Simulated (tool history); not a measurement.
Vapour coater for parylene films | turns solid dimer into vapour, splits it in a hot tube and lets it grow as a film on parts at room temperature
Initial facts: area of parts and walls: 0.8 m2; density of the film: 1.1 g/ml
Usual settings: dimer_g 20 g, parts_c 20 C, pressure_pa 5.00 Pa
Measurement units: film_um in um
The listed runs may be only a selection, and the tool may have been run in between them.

run,hour,dimer_g,parts_c,pressure_pa,film_um
1,0.0,20,20,5.00,13.77
2,30.1,20,25,5.00,11.64
3,57.4,20,25,5.00,11.56
4,78.6,10,20,5.00,6.73
5,106.9,20,20,5.00,13.40
6,122.3,29,20,5.00,19.51
7,151.2,29,20,5.00,19.40
8,181.7,29,20,5.00,19.20
9,207.8,8,20,5.00,5.24
# hour 215.1: trap's valve overhauled
10,239.0,8,20,5.00,5.06
11,253.3,8,20,5.00,5.13
12,271.2,8,29,5.00,3.82
13,299.2,8,29,5.00,3.78
14,319.7,8,29,5.00,3.77
15,354.1,20,20,2.09,15.13
# hour 375.9: trap's valve overhauled, once more
16,380.3,20,20,2.09,16.82
17,396.0,20,23,5.00,12.53

What does the tool deliver on the next run?
18,429.9,20,15,11.20,?

film_um: 13.37 um
Had the tool carried no hidden state, the very same run would have given film_um 13.75 um.
